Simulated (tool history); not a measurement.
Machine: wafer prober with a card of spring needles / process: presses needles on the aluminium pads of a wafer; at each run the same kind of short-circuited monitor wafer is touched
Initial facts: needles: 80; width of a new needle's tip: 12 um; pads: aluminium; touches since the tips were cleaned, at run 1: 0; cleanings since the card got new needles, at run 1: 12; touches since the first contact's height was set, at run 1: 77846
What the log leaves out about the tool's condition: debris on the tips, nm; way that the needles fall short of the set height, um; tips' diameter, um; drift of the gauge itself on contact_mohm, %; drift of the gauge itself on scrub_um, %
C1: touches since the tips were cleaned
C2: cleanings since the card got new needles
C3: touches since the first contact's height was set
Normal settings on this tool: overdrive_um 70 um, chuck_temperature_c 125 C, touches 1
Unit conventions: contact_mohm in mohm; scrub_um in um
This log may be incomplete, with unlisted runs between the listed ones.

Run 1, hour 0.0: usual settings; C1 0; C2 12; C3 77846. Result: contact_mohm 196 mohm, scrub_um 12.746 um.
At hour 13.6: tips cleaned on abrasive film.
Run 2, hour 13.6: usual settings; C1 0; C2 13; C3 83665. Result: contact_mohm 196 mohm, scrub_um 12.720 um.
Run 3, hour 24.5: usual settings; C1 4686; C2 13; C3 88351. Result: contact_mohm 212 mohm, scrub_um 12.722 um.
At hour 27.5: tips cleaned on abrasive film.
Run 4, hour 39.2: usual settings; C1 5033; C2 14; C3 94625. Result: contact_mohm 212 mohm, scrub_um 12.705 um.
At hour 41.5: tips cleaned on abrasive film.
Run 5, hour 53.2: usual settings but touches 3; C1 5045; C2 15; C3 100618. Result: contact_mohm 200 mohm, scrub_um 12.697 um.
At hour 55.1: tips cleaned on abrasive film.
At hour 69.2: tips cleaned on abrasive film.
Run 6, hour 69.2: usual settings but touches 3; C1 0; C2 17; C3 107428. Result: contact_mohm 198 mohm, scrub_um 12.672 um.
Run 7, hour 81.1: usual settings but touches 3; C1 5119; C2 17; C3 112547. Result: contact_mohm 197 mohm, scrub_um 12.686 um.
At hour 83.8: tips cleaned on abrasive film.
At hour 98.7: tips cleaned on abrasive film.
Run 8, hour 99.1: usual settings but chuck_temperature_c 54 C; C1 152; C2 19; C3 120203. Result: contact_mohm 182 mohm, scrub_um 12.670 um.
At hour 113.2: tips cleaned on abrasive film.
Run 9, hour 113.4: usual settings but chuck_temperature_c 54 C; C1 67; C2 20; C3 126320. Result: contact_mohm 182 mohm, scrub_um 12.657 um.
Run 10, hour 124.7: usual settings; C1 4927; C2 20; C3 131180. Result: contact_mohm 211 mohm, scrub_um 12.650 um.
At hour 126.9: tips cleaned on abrasive film.
Run 11, hour 136.3: usual settings; C1 4046; C2 21; C3 136150. Result: contact_mohm 209 mohm, scrub_um 12.643 um.
At hour 141.4: tips cleaned on abrasive film.
Run 12, hour 153.4: usual settings but overdrive_um 75 um; C1 5177; C2 22; C3 143475. Result: contact_mohm 215 mohm, scrub_um 13.542 um.
At hour 156.1: tips cleaned on abrasive film.
At hour 170.9: tips cleaned on abrasive film.
Run 13, hour 171.7: usual settings but overdrive_um 75 um, chuck_temperature_c 77 C; C1 346; C2 24; C3 151259. Result: contact_mohm 186 mohm, scrub_um 13.556 um.
Run 14, hour 184.1: usual settings but overdrive_um 75 um, chuck_temperature_c 77 C; C1 5651; C2 24; C3 156564. Result: contact_mohm 200 mohm, scrub_um 13.548 um.
At hour 184.9: tips cleaned on abrasive film.
At hour 186.7: height of the first contact set anew.
At hour 199.6: tips cleaned on abrasive film.
Run 15, hour 202.9: usual settings but overdrive_um 75 um, chuck_temperature_c 77 C; C1 1452; C2 26; C3 6952. Result: contact_mohm 192 mohm, scrub_um 13.728 um.
At hour 213.3: tips cleaned on abrasive film.
Run 16, hour 222.0: usual settings; C1 3723; C2 27; C3 15103. Result: contact_mohm 209 mohm, scrub_um 12.792 um.
At hour 227.4: tips cleaned on abrasive film.
Run 17, hour 237.0: usual settings; C1 4146; C2 28; C3 21530. Result: contact_mohm 213 mohm, scrub_um 12.795 um.
At hour 241.3: tips cleaned on abrasive film.
Run 18, hour 252.5: usual settings but overdrive_um 71 um, chuck_temperature_c 28 C; C1 4812; C2 29; C3 28152. Result: contact_mohm 189 mohm, scrub_um 12.973 um.
At hour 255.7: tips cleaned on abrasive film.
Run 19, hour 264.1: usual settings but overdrive_um 71 um, chuck_temperature_c 28 C; C1 3606; C2 30; C3 33111. Result: contact_mohm 186 mohm, scrub_um 12.943 um.
At hour 269.4: tips cleaned on abrasive film.
Run 20, hour 273.0: usual settings but overdrive_um 71 um, chuck_temperature_c 105 C, touches 2; C1 1572; C2 31; C3 36922. Result: contact_mohm 196 mohm, scrub_um 12.954 um.
At hour 283.4: tips cleaned on abrasive film.
Run 21, hour 289.1: usual settings but overdrive_um 71 um, chuck_temperature_c 105 C, touches 2; C1 2449; C2 32; C3 43793. Result: contact_mohm 197 mohm, scrub_um 12.926 um.
At hour 297.0: tips cleaned on abrasive film.
Run 22, hour 307.5: usual settings but overdrive_um 71 um, chuck_temperature_c 105 C, touches 2; C1 4553; C2 33; C3 51688. Result: contact_mohm 199 mohm, scrub_um 12.917 um.
At hour 310.7: tips cleaned on abrasive film.
Run 23, hour 316.2: usual settings but overdrive_um 90 um; C1 2342; C2 34; C3 55349. Result: contact_mohm 203 mohm, scrub_um 16.403 um.
At hour 324.5: tips cleaned on abrasive film.
Run 24, hour 330.7: usual settings but overdrive_um 90 um, chuck_temperature_c 86 C; C1 2704; C2 35; C3 61589. Result: contact_mohm 195 mohm, scrub_um 16.389 um.
At hour 339.4: tips cleaned on abrasive film.
Run 25, hour 347.0: usual settings but overdrive_um 89 um, chuck_temperature_c 63 C; C1 3286; C2 36; C3 68542. Result: contact_mohm 191 mohm, scrub_um 16.203 um.
At hour 353.9: tips cleaned on abrasive film.
Run 26, hour 357.9: usual settings but overdrive_um 57 um, chuck_temperature_c 69 C; C1 1727; C2 37; C3 73204. Result: contact_mohm 195 mohm, scrub_um 10.335 um.
At hour 367.4: tips cleaned on abrasive film.
Run 27, hour 375.5: usual settings but overdrive_um 84 um, touches 2; C1 3490; C2 38; C3 80725. Result: contact_mohm 202 mohm, scrub_um 15.273 um.
At hour 382.2: tips cleaned on abrasive film.
Run 28, hour 391.0: usual settings but overdrive_um 79 um, chuck_temperature_c 97 C; C1 3777; C2 39; C3 87354. Result: contact_mohm 202 mohm, scrub_um 14.371 um.
At hour 396.8: tips cleaned on abrasive film.
Run 29, hour 405.6: usual settings but overdrive_um 79 um, chuck_temperature_c 97 C; C1 3816; C2 40; C3 93619. Result: contact_mohm 199 mohm, scrub_um 14.326 um.
At hour 410.6: tips cleaned on abrasive film.
Run 30, hour 421.4: usual settings but overdrive_um 79 um, chuck_temperature_c 97 C; C1 4634; C2 41; C3 100352. Result: contact_mohm 203 mohm, scrub_um 14.337 um.
At hour 424.3: tips cleaned on abrasive film.
Run 31, hour 437.4: usual settings but overdrive_um 79 um, chuck_temperature_c 27 C; C1 5608; C2 42; C3 107184. Result: contact_mohm 188 mohm, scrub_um 14.329 um.
At hour 438.7: tips cleaned on abrasive film.
At hour 452.6: tips cleaned on abrasive film.
Run 32, hour 453.8: usual settings but touches 2; C1 545; C2 44; C3 114196. Result: contact_mohm 199 mohm, scrub_um 12.645 um.

The logged runs with the hidden state left out (each run's random variation unchanged):
run  contact_mohm  scrub_um
  1           195    12.836
  2           194    12.819
  3           196    12.822
  4           194    12.811
  5           194    12.812
  6           198    12.800
  7           191    12.815
  8           181    12.815
  9           181    12.809
 10           195    12.802
 11           194    12.804
 12           199    13.711
 13           184    13.741
 14           183    13.733
 15           184    13.734
 16           195    12.806
 17           197    12.815
 18           173    13.000
 19           173    12.980
 20           192    12.999
 21           191    12.981
 22           190    12.980
 23           194    16.473
 24           186    16.465
 25           180    16.287
 26           183    10.425
 27           195    15.370
 28           189    14.478
 29           187    14.443
 30           189    14.460
 31           173    14.462
 32           197    12.789

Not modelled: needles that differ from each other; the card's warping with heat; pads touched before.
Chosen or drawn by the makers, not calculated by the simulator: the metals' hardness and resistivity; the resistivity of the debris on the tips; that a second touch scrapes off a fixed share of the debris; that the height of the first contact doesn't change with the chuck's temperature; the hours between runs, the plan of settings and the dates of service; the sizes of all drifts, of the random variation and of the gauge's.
